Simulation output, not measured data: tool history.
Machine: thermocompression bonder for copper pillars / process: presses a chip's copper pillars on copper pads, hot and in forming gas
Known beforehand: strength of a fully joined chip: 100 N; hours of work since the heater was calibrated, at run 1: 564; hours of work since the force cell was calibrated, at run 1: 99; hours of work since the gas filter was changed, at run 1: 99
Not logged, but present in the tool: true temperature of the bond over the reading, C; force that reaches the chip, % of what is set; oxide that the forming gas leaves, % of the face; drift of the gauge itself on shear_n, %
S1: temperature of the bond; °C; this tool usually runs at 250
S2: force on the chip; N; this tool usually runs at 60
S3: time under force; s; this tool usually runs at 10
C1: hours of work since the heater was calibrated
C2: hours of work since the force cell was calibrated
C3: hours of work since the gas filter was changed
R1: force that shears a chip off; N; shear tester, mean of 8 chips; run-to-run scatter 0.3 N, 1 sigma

run	hour	S1	S2	S3	C1	C2	C3	R1
1	0.0	250	60	10	564	99	99	55.5
2	7.9	250	57	10	568	103	103	54.0
3	24.7	273	57	10	575	110	110	65.4
4	36.3	273	57	10	581	115	115	65.4
5	44.7	250	60	11	584	119	119	56.6
6	58.5	250	36	10	591	125	125	41.6
# hour 63.0: forming gas filter changed
7	67.2	250	36	10	594	129	2	44.2
8	83.2	249	36	10	601	136	9	44.0
9	93.1	249	36	10	606	141	13	44.0
10	101.1	250	60	10	609	144	17	58.4
11	116.5	250	60	10	616	151	24	57.9
12	127.8	250	60	11	621	156	29	60.2
13	142.4	250	60	7	628	163	36	51.9
14	151.5	250	60	10	632	167	40	58.0
15	168.4	250	60	10	640	175	47	57.9
16	178.0	250	60	10	644	179	52	56.9
17	187.5	250	60	10	648	183	56	57.6
18	198.8	250	60	10	653	188	61	57.3
19	215.4	250	60	10	661	196	68	56.9
20	232.9	245	60	10	669	204	76	54.1
21	246.5	231	67	16	675	210	82	58.1
22	257.1	275	47	10	679	214	87	61.8
23	267.4	252	49	6	684	219	92	43.4
24	274.7	252	49	6	687	222	95	43.3
# hour 277.0: force cell calibrated
25	288.8	224	72	27	693	5	101	64.1
26	303.4	250	39	6	700	12	107	36.4
# hour 314.4: force cell calibrated, once more
27	316.6	274	60	10	705	1	113	68.1
28	326.0	250	39	6	709	5	117	37.0
29	342.6	250	39	6	717	13	124	36.7
# hour 350.6: forming gas filter changed
30	352.4	250	39	6	721	17	1	38.5
31	361.7	250	39	6	725	21	5	38.6
32	377.6	237	53	10	732	28	12	48.4
33	388.4	237	53	10	737	33	17	48.1
34	398.8	261	60	10	742	38	22	64.6
35	411.0	253	84	5	747	43	27	57.7
36	424.2	253	84	5	753	49	33	57.6
37	439.2	276	60	22	760	56	40	84.0
38	452.6	270	36	22	766	62	46	67.8
39	469.1	236	56	6	773	69	53	40.7

What differs in the tool's unlogged condition from the final listed run ahead of each entry between runs to the first listed run following it?
Run 6 -> run 7: forming gas filter changed (hour 63.0)
  oxide that the forming gas leaves, % of the face: 7.09 -> 0.65
  difference, measured minus the result without the unlogged condition, R1: -0.3 -> +2.6 N
Run 24 -> run 25: force cell calibrated (hour 277.0)
  true temperature of the bond over the reading, C: 7 -> 7.1; force that reaches the chip, % of what is set: 98.7 -> 98; oxide that the forming gas leaves, % of the face: 5.22 -> 5.52
  difference, measured minus the result without the unlogged condition, R1: +1.0 -> +0.4 N
Run 26 -> run 27: force cell calibrated, once more (hour 314.4)
  true temperature of the bond over the reading, C: 7.1 -> 7.2; force that reaches the chip, % of what is set: 98 -> 99.4; oxide that the forming gas leaves, % of the face: 5.84 -> 6.12
  difference, measured minus the result without the unlogged condition, R1: +0.7 -> -0.7 N
Run 29 -> run 30: forming gas filter changed (hour 350.6)
  oxide that the forming gas leaves, % of the face: 6.66 -> 0.63
  difference, measured minus the result without the unlogged condition, R1: +0.7 -> +3.1 N
